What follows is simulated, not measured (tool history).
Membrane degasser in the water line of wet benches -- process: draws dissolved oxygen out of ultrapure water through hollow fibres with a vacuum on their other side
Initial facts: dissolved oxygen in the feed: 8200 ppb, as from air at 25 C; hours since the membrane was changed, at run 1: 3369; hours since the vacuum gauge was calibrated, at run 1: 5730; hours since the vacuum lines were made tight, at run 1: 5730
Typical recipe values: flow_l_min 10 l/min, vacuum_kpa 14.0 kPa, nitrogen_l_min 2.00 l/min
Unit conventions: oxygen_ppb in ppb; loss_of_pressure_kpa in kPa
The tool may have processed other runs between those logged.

run,hour,flow_l_min,vacuum_kpa,nitrogen_l_min,hours since the membrane was changed,hours since the vacuum gauge was calibrated,hours since the vacuum lines were made tight,oxygen_ppb,loss_of_pressure_kpa
1,0.0,10,14.0,2.00,3369,5730,5730,222.2,46.03
2,110.1,10,14.0,2.00,3479,5840,5840,220.0,45.67
3,274.0,10,14.0,2.00,3643,6004,6004,227.3,45.86
4,475.2,10,14.0,2.00,3844,6206,6206,222.1,45.65
5,673.6,10,14.0,2.00,4042,6404,6404,221.6,45.66
6,775.3,10,14.0,2.28,4144,6506,6506,209.9,45.81
7,873.3,10,32.1,2.28,4242,6604,6604,387.3,45.80
8,1025.0,10,14.0,2.00,4394,6755,6755,222.0,46.05
9,1128.4,12,14.0,2.00,4497,6859,6859,310.1,55.03
# hour 1178.9: vacuum gauge calibrated
10,1230.0,10,14.0,1.58,4598,51,6960,250.6,45.78
# hour 1288.8: seals of the vacuum lines changed
11,1426.6,6,14.0,2.00,4793,246,138,93.1,27.69
12,1557.1,6,14.0,2.00,4923,376,268,92.9,27.29
13,1680.6,10,14.0,2.00,5047,500,392,220.7,45.68
14,1822.3,10,14.0,2.00,5189,641,534,223.2,46.21
15,2021.5,10,14.0,2.00,5388,841,733,224.4,46.03
16,2139.3,10,14.0,2.00,5506,958,851,221.7,45.98
17,2269.2,14,22.8,4.11,5636,1088,980,393.2,64.26
18,2413.6,10,13.9,5.63,5780,1233,1125,144.2,45.82
19,2554.7,13,27.6,1.86,5921,1374,1266,570.3,59.60
20,2710.5,13,27.6,1.86,6077,1530,1422,584.1,59.49
21,2845.3,12,20.6,1.12,6212,1664,1556,566.1,55.37
22,2984.1,12,20.6,1.12,6350,1803,1695,571.5,55.22
23,3125.8,12,20.6,5.26,6492,1945,1837,257.9,55.09
24,3319.6,12,20.6,5.26,6686,2139,2031,256.0,55.51
25,3443.0,12,16.6,1.29,6809,2262,2154,440.0,55.24
26,3600.7,8,27.7,2.00,6967,2420,2312,285.9,36.47
27,3820.7,10,31.6,0.99,7187,2640,2532,717.3,45.67

What will run 28 give?
28,3942.7,15,31.6,0.99,7309,2762,2654,?,?

Run 28 measured oxygen_ppb 1122.4 ppb, loss_of_pressure_kpa 68.84 kPa.
Were there no unlogged condition in the tool, this run, its random variation unchanged, would have produced oxygen_ppb 1121.6 ppb, loss_of_pressure_kpa 68.79 kPa.

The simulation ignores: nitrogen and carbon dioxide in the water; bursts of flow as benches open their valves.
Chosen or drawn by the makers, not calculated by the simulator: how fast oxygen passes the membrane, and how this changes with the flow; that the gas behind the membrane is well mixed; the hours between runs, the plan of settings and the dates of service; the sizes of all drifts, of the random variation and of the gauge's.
